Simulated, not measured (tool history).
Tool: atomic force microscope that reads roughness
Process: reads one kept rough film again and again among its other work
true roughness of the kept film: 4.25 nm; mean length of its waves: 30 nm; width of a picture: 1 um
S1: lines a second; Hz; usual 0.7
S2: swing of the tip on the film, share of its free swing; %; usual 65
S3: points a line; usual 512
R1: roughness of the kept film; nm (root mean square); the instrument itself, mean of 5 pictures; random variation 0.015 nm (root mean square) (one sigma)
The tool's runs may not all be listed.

Run 1, hour 0: usual settings. Result: R1 2.576 nm (root mean square).
Run 2, hour 4.3: usual settings. Result: R1 2.563 nm (root mean square).
Run 3, hour 14.5: usual settings but S1 3.585 Hz. Result: R1 2.411 nm (root mean square).
Run 4, hour 22.2: usual settings but S1 3.585 Hz. Result: R1 2.359 nm (root mean square).
At hour 25.8: new tip fitted.
Run 5, hour 27.9: usual settings. Result: R1 3.454 nm (root mean square).
Run 6, hour 36.9: usual settings. Result: R1 3.377 nm (root mean square).
Run 7, hour 43.4: usual settings. Result: R1 3.312 nm (root mean square).
Run 8, hour 51.9: usual settings. Result: R1 3.233 nm (root mean square).
Run 9, hour 61.5: usual settings. Result: R1 3.182 nm (root mean square).
Run 10, hour 69.9: usual settings. Result: R1 3.088 nm (root mean square).
Run 11, hour 78.7: usual settings. Result: R1 3.059 nm (root mean square).
Run 12, hour 86.9: usual settings but S1 2.888 Hz. Result: R1 2.867 nm (root mean square).
Run 13, hour 94.6: usual settings but S1 2.888 Hz, S2 77 %. Result: R1 2.681 nm (root mean square).
Run 14, hour 100: usual settings but S1 2.888 Hz, S2 77 %. Result: R1 2.648 nm (root mean square).
Run 15, hour 106.9: usual settings but S1 0.789 Hz, S2 77 %. Result: R1 2.822 nm (root mean square).
Run 16, hour 111.1: usual settings but S1 0.789 Hz, S2 77 %. Result: R1 2.78 nm (root mean square).
Run 17, hour 120: usual settings but S1 0.789 Hz, S2 77 %. Result: R1 2.718 nm (root mean square).
Run 18, hour 128.6: usual settings but S1 0.789 Hz, S2 77 %. Result: R1 2.677 nm (root mean square).
Run 19, hour 136: usual settings but S1 0.789 Hz, S2 68 %. Result: R1 2.662 nm (root mean square).
Run 20, hour 142.8: usual settings. Result: R1 2.637 nm (root mean square).
Run 21, hour 150: usual settings but S1 1.802 Hz. Result: R1 2.55 nm (root mean square).
Run 22, hour 158.8: usual settings but S1 1.802 Hz, S3 320. Result: R1 2.469 nm (root mean square).
Run 23, hour 163.4: usual settings but S1 1.802 Hz, S3 320. Result: R1 2.47 nm (root mean square).
Run 24, hour 167.7: usual settings but S1 1.802 Hz, S3 320. Result: R1 2.461 nm (root mean square).
Run 25, hour 178: usual settings. Result: R1 2.451 nm (root mean square).
At hour 180.6: new tip fitted.
Run 26, hour 185.1: usual settings. Result: R1 3.419 nm (root mean square).
Run 27, hour 195.4: usual settings but S1 1.385 Hz, S2 66 %, S3 693. Result: R1 3.291 nm (root mean square).
Run 28, hour 200.8: usual settings but S1 1.385 Hz, S2 66 %, S3 693. Result: R1 3.247 nm (root mean square).
Run 29, hour 210.3: usual settings but S1 2.256 Hz, S2 67 %, S3 758. Result: R1 3.131 nm (root mean square).
Run 30, hour 215.3: usual settings but S1 3.259 Hz, S2 71 %, S3 730. Result: R1 2.957 nm (root mean square).
Run 31, hour 220.9: usual settings but S2 66 %. Result: R1 3.118 nm (root mean square).
Run 32, hour 231: usual settings but S2 66 %. Result: R1 3.051 nm (root mean square).
Run 33, hour 235.6: usual settings but S1 0.967 Hz, S2 64 %, S3 336. Result: R1 2.998 nm (root mean square).
Run 34, hour 245.7: usual settings but S1 0.831 Hz, S2 89 %, S3 657. Result: R1 2.831 nm (root mean square).
Run 35, hour 253.1: usual settings but S2 86 %, S3 501. Result: R1 2.815 nm (root mean square).
Run 36, hour 257.4: usual settings but S1 0.597 Hz, S2 86 %, S3 501. Result: R1 2.786 nm (root mean square).
Run 37, hour 265.1: usual settings but S1 2.711 Hz, S2 63 %, S3 366. Result: R1 2.733 nm (root mean square).
Run 38, hour 275: usual settings but S2 69 %, S3 633. Result: R1 2.725 nm (root mean square).
Run 39, hour 280.4: usual settings but S2 66 %, S3 862. Result: R1 2.718 nm (root mean square).
Run 40, hour 288: usual settings but S2 64 %. Result: R1 2.701 nm (root mean square).
Run 41, hour 297.3: usual settings but S2 64 %. Result: R1 2.627 nm (root mean square).
Run 42, hour 306.6: usual settings but S2 64 %. Result: R1 2.579 nm (root mean square).
Run 43, hour 314.5: usual settings but S2 64 %. Result: R1 2.533 nm (root mean square).
Run 44, hour 319: usual settings but S1 0.832 Hz, S2 78 %, S3 376. Result: R1 2.45 nm (root mean square).
Run 45, hour 329.2: usual settings but S1 1.419 Hz, S2 64 %, S3 263. Result: R1 2.392 nm (root mean square).
At hour 334.5: new tip fitted.
Run 46, hour 339.8: usual settings but S1 1.419 Hz, S2 64 %, S3 263. Result: R1 3.374 nm (root mean square).
Run 47, hour 344.3: usual settings but S1 1.333 Hz, S2 67 %, S3 788. Result: R1 3.384 nm (root mean square).
Run 48, hour 349.3: usual settings but S1 3.171 Hz, S2 58 %, S3 944. Result: R1 3.303 nm (root mean square).
Run 49, hour 357.5: usual settings but S1 0.834 Hz, S2 74 %, S3 907. Result: R1 3.292 nm (root mean square).
Run 50, hour 362.4: usual settings but S1 1.878 Hz, S2 57 %, S3 489. Result: R1 3.248 nm (root mean square).
Run 51, hour 368.1: usual settings but S1 1.102 Hz, S2 59 %, S3 836. Result: R1 3.194 nm (root mean square).

3 ways to go on from here, each from the tool as it stands after run 51. What would each give?
Run A, hour 374.9: usual settings but S1 1.731 Hz, S2 71 %. Result: R1 ?.
Run B, hour 374.9: usual settings but S1 1.243 Hz, S2 82 %, S3 367. Result: R1 ?.
Run C, hour 374.9: usual settings but S1 2.659 Hz, S2 62 %, S3 571. Result: R1 ?.

run     R1
  A  3.081
  B  3.026
  C  3.109
Without the tool's hidden state the same runs would have given:
run     R1
  A   3.43
  B  3.368
  C  3.462

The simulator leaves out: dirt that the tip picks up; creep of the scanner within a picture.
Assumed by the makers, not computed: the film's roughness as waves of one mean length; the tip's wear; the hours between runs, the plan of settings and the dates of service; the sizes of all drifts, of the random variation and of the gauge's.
